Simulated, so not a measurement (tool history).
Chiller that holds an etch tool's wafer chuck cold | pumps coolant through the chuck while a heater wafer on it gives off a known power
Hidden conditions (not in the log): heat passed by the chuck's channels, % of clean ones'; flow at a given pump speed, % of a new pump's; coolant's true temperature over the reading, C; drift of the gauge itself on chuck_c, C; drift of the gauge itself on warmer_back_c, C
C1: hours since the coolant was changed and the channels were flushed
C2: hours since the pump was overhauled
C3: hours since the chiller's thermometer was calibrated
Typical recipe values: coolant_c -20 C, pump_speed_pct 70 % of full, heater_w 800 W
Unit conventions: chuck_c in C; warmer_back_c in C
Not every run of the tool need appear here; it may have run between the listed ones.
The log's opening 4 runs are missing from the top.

Run 5, hour 87.9: usual settings but heater_w 1175 W; C1 3570; C2 365; C3 529. Result: chuck_c -6.46 C, warmer_back_c 3.139 C.
Run 6, hour 104.8: usual settings but heater_w 1175 W; C1 3587; C2 382; C3 546. Result: chuck_c -6.19 C, warmer_back_c 3.126 C.
Run 7, hour 135.3: usual settings; C1 3617; C2 412; C3 577. Result: chuck_c -10.6 C, warmer_back_c 2.142 C.
Run 8, hour 156.3: usual settings but pump_speed_pct 87 % of full; C1 3638; C2 433; C3 598. Result: chuck_c -12.05 C, warmer_back_c 1.7 C.
Run 9, hour 168.7: usual settings but pump_speed_pct 80 % of full; C1 3651; C2 446; C3 610. Result: chuck_c -11.51 C, warmer_back_c 1.861 C.
Run 10, hour 192.4: usual settings but pump_speed_pct 80 % of full; C1 3674; C2 469; C3 634. Result: chuck_c -11.61 C, warmer_back_c 1.861 C.
Run 11, hour 214.2: usual settings but pump_speed_pct 80 % of full; C1 3696; C2 491; C3 655. Result: chuck_c -11.61 C, warmer_back_c 1.853 C.
Run 12, hour 234.5: usual settings but pump_speed_pct 80 % of full; C1 3716; C2 512; C3 676. Result: chuck_c -11.58 C, warmer_back_c 1.891 C.
Run 13, hour 259.1: usual settings but pump_speed_pct 80 % of full; C1 3741; C2 536; C3 700. Result: chuck_c -11.45 C, warmer_back_c 1.86 C.
Run 14, hour 284: usual settings; C1 3766; C2 561; C3 725. Result: chuck_c -10.61 C, warmer_back_c 2.134 C.
Run 15, hour 304.8: usual settings but pump_speed_pct 80 % of full; C1 3787; C2 582; C3 746. Result: chuck_c -11.42 C, warmer_back_c 1.872 C.
Run 16, hour 323.2: usual settings but coolant_c -25 C, pump_speed_pct 80 % of full; C1 3805; C2 600; C3 764. Result: chuck_c -16.38 C, warmer_back_c 1.876 C.
Run 17, hour 345: usual settings but coolant_c -16 C, pump_speed_pct 61 % of full, heater_w 546 W; C1 3827; C2 622; C3 786. Result: chuck_c -8.88 C, warmer_back_c 1.687 C.
Run 18, hour 374.8: usual settings but coolant_c -16 C, pump_speed_pct 61 % of full, heater_w 546 W; C1 3857; C2 652; C3 816. Result: chuck_c -8.78 C, warmer_back_c 1.679 C.
At hour 382.6: coolant pump overhauled.
Run 19, hour 409.2: usual settings but coolant_c -29 C, pump_speed_pct 61 % of full, heater_w 890 W; C1 3886; C2 27; C3 845. Result: chuck_c -17.23 C, warmer_back_c 2.757 C.
At hour 435.6: coolant pump overhauled, once more.
Run 20, hour 442.3: usual settings but coolant_c -29 C, pump_speed_pct 79 % of full, heater_w 893 W; C1 3914; C2 7; C3 873. Result: chuck_c -19.37 C, warmer_back_c 2.118 C.
Run 21, hour 460.6: usual settings but coolant_c -29 C, pump_speed_pct 79 % of full, heater_w 893 W; C1 3932; C2 25; C3 892. Result: chuck_c -19.4 C, warmer_back_c 2.113 C.
Run 22, hour 477.1: usual settings but coolant_c -14 C, pump_speed_pct 93 % of full, heater_w 530 W; C1 3949; C2 41; C3 908. Result: chuck_c -9 C, warmer_back_c 1.062 C.
Run 23, hour 497.4: usual settings but heater_w 667 W; C1 3969; C2 62; C3 929. Result: chuck_c -12.15 C, warmer_back_c 1.78 C.
Run 24, hour 522.8: usual settings but pump_speed_pct 90 % of full; C1 3995; C2 87; C3 954. Result: chuck_c -12.26 C, warmer_back_c 1.665 C.
Run 25, hour 544.5: usual settings but coolant_c -17 C, pump_speed_pct 87 % of full, heater_w 892 W; C1 4016; C2 109; C3 976. Result: chuck_c -8.17 C, warmer_back_c 1.917 C.
Run 26, hour 574: usual settings but coolant_c -17 C, pump_speed_pct 87 % of full, heater_w 892 W; C1 4046; C2 138; C3 1005. Result: chuck_c -7.82 C, warmer_back_c 1.924 C.
Run 27, hour 600.3: usual settings but coolant_c -29 C, pump_speed_pct 77 % of full, heater_w 424 W; C1 4072; C2 165; C3 1031. Result: chuck_c -24.38 C, warmer_back_c 1.04 C.
Run 28, hour 612.6: usual settings but coolant_c -28 C, pump_speed_pct 75 % of full, heater_w 435 W; C1 4084; C2 177; C3 1044. Result: chuck_c -23.04 C, warmer_back_c 1.085 C.

Run 29, settings as shown, results not yet in. Your forecast:
Run 29, hour 631.1: usual settings but pump_speed_pct 86 % of full; C1 4103; C2 195; C3 1062. Result: chuck_c ?, warmer_back_c ?.

{"run 29": {"chuck_c": -12.05, "warmer_back_c": 1.718}}
If the tool had no hidden condition, the same run with the same run-to-run variation would have returned chuck_c -12.75 C, warmer_back_c 1.703 C.
